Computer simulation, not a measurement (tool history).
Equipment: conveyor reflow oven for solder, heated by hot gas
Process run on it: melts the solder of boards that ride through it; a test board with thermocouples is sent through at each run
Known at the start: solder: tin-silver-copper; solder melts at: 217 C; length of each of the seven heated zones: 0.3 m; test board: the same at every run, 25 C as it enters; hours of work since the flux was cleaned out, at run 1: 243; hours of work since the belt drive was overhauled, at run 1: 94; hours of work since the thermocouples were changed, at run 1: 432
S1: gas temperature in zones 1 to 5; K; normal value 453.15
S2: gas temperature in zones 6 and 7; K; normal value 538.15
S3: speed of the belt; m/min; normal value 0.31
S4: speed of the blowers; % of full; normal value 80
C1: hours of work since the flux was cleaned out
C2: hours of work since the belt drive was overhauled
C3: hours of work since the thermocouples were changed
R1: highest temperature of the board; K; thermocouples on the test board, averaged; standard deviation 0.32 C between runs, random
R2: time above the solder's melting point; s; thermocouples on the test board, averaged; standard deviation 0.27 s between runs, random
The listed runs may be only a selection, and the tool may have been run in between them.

run	hour	S1	S2	S3	S4	C1	C2	C3	R1	R2
1	0	453.15	538.15	0.31	80	243	94	432	525.85	92.7
2	6.2	443.15	538.15	0.31	80	246	97	436	524.45	85.5
3	13	453.15	538.15	0.339	80	250	101	440	523.35	81.5
4	17.2	454.15	538.15	0.339	80	253	104	443	524.15	81.9
5	21.4	454.15	538.15	0.339	80	255	106	445	523.75	82.2
6	27.9	454.15	538.15	0.339	80	259	110	449	523.25	82.2
7	34.8	453.15	538.15	0.354	80	263	114	453	522.35	76.1
8	38.8	453.15	538.15	0.307	80	266	116	455	525.85	93.8
9	46.3	453.15	538.15	0.307	80	270	121	460	526.45	93.6
10	54.7	453.15	538.15	0.31	80	275	126	465	525.85	92.2
11	61.4	453.15	538.15	0.31	80	279	130	469	525.75	92.5
12	67.8	453.15	538.15	0.31	80	283	134	472	525.55	92.4
13	71.8	450.15	538.15	0.31	80	285	136	475	525.35	90.3
14	77.3	453.15	538.15	0.31	77	288	139	478	525.65	91.6
15	84.6	453.15	538.15	0.31	77	293	143	482	525.35	92.1
16	92.9	453.15	538.15	0.31	77	297	148	487	525.25	91.7
17	96.9	453.15	536.15	0.31	77	300	151	489	522.95	89.9
18	104.3	465.15	543.15	0.31	63	304	155	494	529.45	102.3
19	108.1	443.15	528.15	0.31	69	306	157	496	513.45	70.7
# hour 113.6: flux residue cleaned out of gas plates and filters
20	119.1	467.15	553.15	0.31	69	3	161	500	538.65	110.9
21	122.8	467.15	527.15	0.308	69	5	163	502	516.55	90.8
22	129	467.15	527.15	0.294	52	9	167	505	514.55	93.3
23	133.8	456.15	530.15	0.288	72	12	169	508	518.85	93.6
# hour 142.1: flux residue cleaned out of gas plates and filters, once more
24	142.6	456.15	530.15	0.288	72	0	172	510	520.25	96.1
25	150.8	442.15	538.15	0.31	60	5	176	515	521.25	79.8
26	158.9	442.15	538.15	0.31	60	10	181	520	521.35	79.8
27	165.2	451.15	538.15	0.284	60	14	185	524	525.35	98.9
28	168.9	457.15	538.15	0.31	80	16	187	526	527.25	95.9
29	173	450.15	538.15	0.31	76	18	189	528	525.85	90.4
30	178.3	453.15	538.15	0.31	88	21	193	531	527.05	94.9

Alternative continuations, all from the tool just after run 30; predict every row:
A	185.1	453.15	538.15	0.308	56	25	197	535	?	?
B	185.1	453.15	530.15	0.341	80	25	197	535	?	?
C	185.1	453.15	533.15	0.31	88	25	197	535	?	?
D	185.1	453.15	536.15	0.31	67	25	197	535	?	?

run	R1	R2
A	522.05	87.9
B	517.15	74.4
C	522.15	90.4
D	522.45	88.6
Without the tool's hidden state the same runs would have given:
run	R1	R2
A	523.55	89.3
B	518.55	76
C	523.65	91.7
D	523.95	89.9

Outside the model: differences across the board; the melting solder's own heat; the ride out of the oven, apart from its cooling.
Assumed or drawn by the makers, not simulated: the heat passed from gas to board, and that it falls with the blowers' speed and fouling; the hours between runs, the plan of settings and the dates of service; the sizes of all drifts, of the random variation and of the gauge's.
